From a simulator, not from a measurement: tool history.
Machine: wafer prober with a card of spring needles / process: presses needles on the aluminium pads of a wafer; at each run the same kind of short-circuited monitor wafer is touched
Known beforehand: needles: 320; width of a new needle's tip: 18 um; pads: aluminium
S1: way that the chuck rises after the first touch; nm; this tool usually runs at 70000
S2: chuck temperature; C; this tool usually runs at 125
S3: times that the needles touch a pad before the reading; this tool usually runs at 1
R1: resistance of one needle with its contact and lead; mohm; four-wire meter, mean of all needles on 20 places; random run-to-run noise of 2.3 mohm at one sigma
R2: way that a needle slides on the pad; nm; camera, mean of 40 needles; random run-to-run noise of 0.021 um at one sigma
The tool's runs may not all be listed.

| run | hour | S1 | S2 | S3 | R1 | R2 |
|---|---|---|---|---|---|---|
| 1 | 0.0 | 70000 | 125 | 1 | 267 | 11890 |
|  | 12.5 | tips cleaned on abrasive film |
|  | 37.3 | tips cleaned on abrasive film |
|  | 58.8 | tips cleaned on abrasive film |
| 2 | 61.5 | 70000 | 125 | 1 | 270 | 11890 |
|  | 83.5 | tips cleaned on abrasive film |
|  | 106.5 | tips cleaned on abrasive film |
| 3 | 119.8 | 66000 | 125 | 1 | 268 | 11230 |
|  | 128.4 | tips cleaned on abrasive film |
|  | 152.8 | tips cleaned on abrasive film |
| 4 | 167.9 | 66000 | 125 | 1 | 265 | 11210 |
|  | 174.6 | tips cleaned on abrasive film |
|  | 198.4 | tips cleaned on abrasive film |
| 5 | 198.4 | 66000 | 125 | 1 | 268 | 11210 |
|  | 220.6 | tips cleaned on abrasive film |
|  | 242.2 | tips cleaned on abrasive film |
| 6 | 252.2 | 66000 | 125 | 1 | 267 | 11170 |
|  | 264.2 | tips cleaned on abrasive film |
| 7 | 280.4 | 70000 | 125 | 1 | 263 | 11900 |
|  | 288.3 | tips cleaned on abrasive film |
|  | 311.1 | tips cleaned on abrasive film |
| 8 | 312.1 | 70000 | 125 | 1 | 268 | 11890 |
|  | 336.2 | tips cleaned on abrasive film |
|  | 358.9 | tips cleaned on abrasive film |
| 9 | 376.4 | 70000 | 125 | 1 | 263 | 11890 |
|  | 381.7 | tips cleaned on abrasive film |
|  | 404.7 | tips cleaned on abrasive film |
| 10 | 423.7 | 70000 | 125 | 1 | 269 | 11880 |
|  | 429.0 | tips cleaned on abrasive film |
|  | 451.1 | tips cleaned on abrasive film |
| 11 | 458.4 | 70000 | 125 | 1 | 266 | 11900 |
|  | 472.6 | tips cleaned on abrasive film |
| 12 | 486.2 | 70000 | 125 | 1 | 264 | 11890 |
|  | 493.5 | tips cleaned on abrasive film |
|  | 514.4 | tips cleaned on abrasive film |
| 13 | 518.1 | 83000 | 125 | 1 | 263 | 14140 |
|  | 540.4 | tips cleaned on abrasive film |
|  | 564.9 | tips cleaned on abrasive film |
| 14 | 582.5 | 83000 | 125 | 1 | 264 | 14130 |
|  | 587.8 | tips cleaned on abrasive film |
|  | 612.7 | tips cleaned on abrasive film |
| 15 | 612.8 | 83000 | 125 | 1 | 263 | 14140 |
|  | 635.6 | tips cleaned on abrasive film |
| 16 | 655.2 | 83000 | 125 | 1 | 267 | 14120 |
|  | 660.5 | tips cleaned on abrasive film |
|  | 685.8 | tips cleaned on abrasive film |
| 17 | 689.3 | 83000 | 125 | 1 | 266 | 14090 |
|  | 708.5 | tips cleaned on abrasive film |
| 18 | 718.7 | 62000 | 125 | 1 | 262 | 10530 |
|  | 732.3 | tips cleaned on abrasive film |
|  | 754.8 | tips cleaned on abrasive film |
| 19 | 772.6 | 70000 | 106 | 2 | 261 | 11870 |
|  | 775.7 | tips cleaned on abrasive film |
|  | 800.2 | tips cleaned on abrasive film |
| 20 | 815.3 | 70000 | 106 | 2 | 254 | 11880 |
|  | 822.6 | tips cleaned on abrasive film |
|  | 844.4 | tips cleaned on abrasive film |
|  | 867.8 | tips cleaned on abrasive film |
| 21 | 873.9 | 86000 | 63 | 1 | 247 | 14580 |
|  | 892.9 | tips cleaned on abrasive film |
| 22 | 909.7 | 86000 | 63 | 1 | 245 | 14620 |
|  | 915.1 | tips cleaned on abrasive film |
|  | 941.1 | tips cleaned on abrasive film |
| 23 | 958.0 | 70000 | 125 | 2 | 269 | 11900 |
|  | 963.3 | tips cleaned on abrasive film |
|  | 987.3 | tips cleaned on abrasive film |
|  | 1008.5 | tips cleaned on abrasive film |
| 24 | 1014.9 | 73000 | 71 | 2 | 251 | 12410 |
|  | 1026.1 | height of the first contact set anew |
|  | 1031.3 | tips cleaned on abrasive film |
|  | 1053.3 | tips cleaned on abrasive film |
|  | 1075.3 | tips cleaned on abrasive film |
| 25 | 1075.3 | 57000 | 62 | 1 | 252 | 9680 |
|  | 1099.3 | tips cleaned on abrasive film |
| 26 | 1117.4 | 72000 | 31 | 1 | 237 | 12210 |
|  | 1121.3 | tips cleaned on abrasive film |
|  | 1145.0 | tips cleaned on abrasive film |
| 27 | 1165.5 | 72000 | 104 | 2 | 258 | 12250 |
|  | 1170.4 | tips cleaned on abrasive film |
|  | 1194.9 | tips cleaned on abrasive film |
|  | 1219.2 | tips cleaned on abrasive film |
| 28 | 1224.0 | 62000 | 104 | 1 | 259 | 10510 |
|  | 1242.7 | tips cleaned on abrasive film |
| 29 | 1252.2 | 66000 | 98 | 1 | 260 | 11200 |
|  | 1266.0 | tips cleaned on abrasive film |
|  | 1286.9 | tips cleaned on abrasive film |
| 30 | 1286.9 | 65000 | 98 | 2 | 260 | 11030 |
|  | 1310.4 | tips cleaned on abrasive film |
|  | 1331.3 | tips cleaned on abrasive film |
| 31 | 1331.3 | 51000 | 109 | 2 | 269 | 8680 |

Predict each of these 3 candidate next runs independently; none follows another, all start after run 31:
|  | 1355.3 | tips cleaned on abrasive film |
|  | 1380.1 | tips cleaned on abrasive film |
| A | 1387.1 | 53000 | 125 | 2 | ? | ? |
|  | 1355.3 | tips cleaned on abrasive film |
|  | 1380.1 | tips cleaned on abrasive film |
| B | 1387.1 | 64000 | 43 | 2 | ? | ? |
|  | 1355.3 | tips cleaned on abrasive film |
|  | 1380.1 | tips cleaned on abrasive film |
| C | 1387.1 | 70000 | 43 | 1 | ? | ? |

| run | R1 | R2 |
|---|---|---|
| A | 267 | 9030 |
| B | 242 | 10890 |
| C | 248 | 11880 |
With the hidden condition removed and each run's random variation left untouched, the same runs would have given:
| run | R1 | R2 |
|---|---|---|
| A | 267 | 9030 |
| B | 242 | 10890 |
| C | 248 | 11890 |
